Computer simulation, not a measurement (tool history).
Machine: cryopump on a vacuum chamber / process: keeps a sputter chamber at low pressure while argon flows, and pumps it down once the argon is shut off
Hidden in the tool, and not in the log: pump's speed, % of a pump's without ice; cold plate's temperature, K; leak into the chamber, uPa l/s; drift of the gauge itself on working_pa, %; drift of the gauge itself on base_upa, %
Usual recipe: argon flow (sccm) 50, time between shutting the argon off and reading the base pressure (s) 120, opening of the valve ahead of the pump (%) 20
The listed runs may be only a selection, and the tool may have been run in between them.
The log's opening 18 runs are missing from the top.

run	hour	argon flow (sccm)	time between shutting the argon off and reading the base pressure (s)	opening of the valve ahead of the pump (%)	hours of work since the pump was warmed up and emptied	hours of work since the cold head was overhauled	hours of work since the chamber's fittings were tightened	pressure while argon flows (Pa)	pressure after the wait (uPa)
19	381.2	88	64	56	268	268	443	0.1212	0.73
20	402.7	31	120	20	281	281	456	0.1187	0.52
21	419.6	31	120	20	291	291	466	0.1182	0.54
22	438.0	31	120	20	302	302	477	0.1177	0.58
23	462.2	23	120	30	316	316	492	0.0594	0.58
24	477.6	50	116	20	325	325	501	0.1915	0.55
25	490.9	20	190	37	333	333	509	0.0416	0.51
26	511.3	37	63	22	346	346	521	0.1292	0.76
27	525.9	25	21	60	354	354	530	0.0322	1.78
28	540.6	25	84	41	363	363	539	0.0460	0.68
29	568.6	50	120	23	380	380	555	0.1657	0.59
30	597.6	24	120	20	397	397	572	0.0927	0.59
31	624.7	50	77	22	413	413	589	0.1741	0.75
32	651.1	50	24	22	429	429	604	0.1748	1.54
33	673.7	77	37	51	443	443	618	0.1189	1.12
34	700.6	83	289	49	459	459	634	0.1330	0.49
35	717.2	83	289	49	468	468	644	0.1325	0.50

Here are 3 independent what-if runs from the current tool condition. What would each one return?
A	734.6	28	289	49	479	479	654	?	?
B	734.6	50	43	20	479	479	654	?	?
C	734.6	89	105	47	479	479	654	?	?

run	pressure while argon flows (Pa)	pressure after the wait (uPa)
A	0.0462	0.46
B	0.1921	1.05
C	0.1484	0.61
Take away the tool's hidden state, keep each run's random variation, and the runs would have read:
run	pressure while argon flows (Pa)	pressure after the wait (uPa)
A	0.0442	0.22
B	0.1887	0.81
C	0.1424	0.38

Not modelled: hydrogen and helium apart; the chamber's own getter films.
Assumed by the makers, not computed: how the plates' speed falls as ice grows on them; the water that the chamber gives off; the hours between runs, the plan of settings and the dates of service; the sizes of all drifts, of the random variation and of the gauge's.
